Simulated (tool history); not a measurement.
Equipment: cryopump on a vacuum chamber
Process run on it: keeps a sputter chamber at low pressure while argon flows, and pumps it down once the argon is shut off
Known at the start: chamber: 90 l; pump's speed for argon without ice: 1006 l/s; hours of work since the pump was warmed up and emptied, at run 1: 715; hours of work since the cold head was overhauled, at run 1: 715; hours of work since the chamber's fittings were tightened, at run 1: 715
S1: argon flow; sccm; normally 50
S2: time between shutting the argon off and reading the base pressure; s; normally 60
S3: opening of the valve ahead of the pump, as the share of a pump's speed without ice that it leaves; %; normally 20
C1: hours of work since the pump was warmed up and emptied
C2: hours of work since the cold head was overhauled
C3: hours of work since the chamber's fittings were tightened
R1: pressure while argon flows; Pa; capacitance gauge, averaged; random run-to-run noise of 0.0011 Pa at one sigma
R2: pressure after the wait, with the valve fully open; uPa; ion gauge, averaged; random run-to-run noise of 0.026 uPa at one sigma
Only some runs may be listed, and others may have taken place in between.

run,day,S1,S2,S3,C1,C2,C3,R1,R2
1,0.000,50,60,20,715,715,715,0.4253,2.26
2,2.208,50,60,20,758,758,758,0.4269,2.32
3,4.196,50,60,20,796,796,796,0.4293,2.46
4,6.388,50,60,20,839,839,839,0.4279,2.45
5,8.904,50,60,20,888,888,888,0.4308,2.53
6,10.462,50,60,20,918,918,918,0.4289,2.67
7,11.679,50,60,20,942,942,942,0.4295,2.69
8,13.250,50,60,20,973,973,973,0.4311,2.64
9,15.100,50,60,20,1009,1009,1009,0.4303,2.73
10,17.550,50,60,20,1057,1057,1057,0.4315,2.78
11,19.450,50,60,21,1094,1094,1094,0.4113,2.93
12,20.717,50,60,20,1118,1118,1118,0.4321,2.98
13,22.217,50,60,20,1148,1148,1148,0.4308,2.98
14,24.438,50,60,20,1191,1191,1191,0.4324,3.13
# day 25.079: pump warmed up, emptied and cooled again
15,27.138,50,60,41,40,1239,1239,0.2056,2.84
16,29.738,50,60,30,91,1290,1290,0.2824,2.99
17,30.958,50,60,20,115,1314,1314,0.4218,2.98
18,32.317,50,60,20,141,1340,1340,0.4220,3.03
19,33.583,50,60,20,166,1365,1365,0.4231,3.02
20,35.142,87,188,17,196,1396,1396,0.8595,2.70
21,36.396,87,188,17,221,1420,1420,0.8627,2.77
22,38.912,87,188,17,270,1469,1469,0.8689,2.74
23,40.592,87,188,17,302,1502,1502,0.8663,2.82
24,42.071,58,70,46,331,1531,1531,0.2163,3.35
25,44.279,38,50,19,374,1574,1574,0.3400,3.63
26,45.483,67,50,33,398,1597,1597,0.3481,3.59
27,47.833,77,107,58,444,1643,1643,0.2323,3.20
28,50.392,48,60,20,493,1693,1693,0.4066,3.82
29,51.833,48,60,20,522,1721,1721,0.4080,3.67
30,53.983,34,140,32,563,1763,1763,0.1847,3.35
31,56.383,34,140,32,610,1810,1810,0.1842,3.46
32,57.571,31,34,25,633,1833,1833,0.2131,4.52
33,59.100,50,153,20,663,1863,1863,0.4274,3.50
34,61.133,72,153,20,703,1902,1902,0.6160,3.64

Predict each of these 4 candidate next runs independently; none follows another, all start after run 34:
A,62.433,50,96,20,728,1928,1928,?,?
B,62.433,56,123,21,728,1928,1928,?,?
C,62.433,48,29,16,728,1928,1928,?,?
D,62.433,64,278,22,728,1928,1928,?,?

run,R1,R2
A,0.4280,3.79
B,0.4567,3.72
C,0.5144,4.89
D,0.4993,3.41
With no hidden state in the tool, these same runs would have given:
run,R1,R2
A,0.4194,0.77
B,0.4471,0.68
C,0.5061,1.88
D,0.4883,0.43
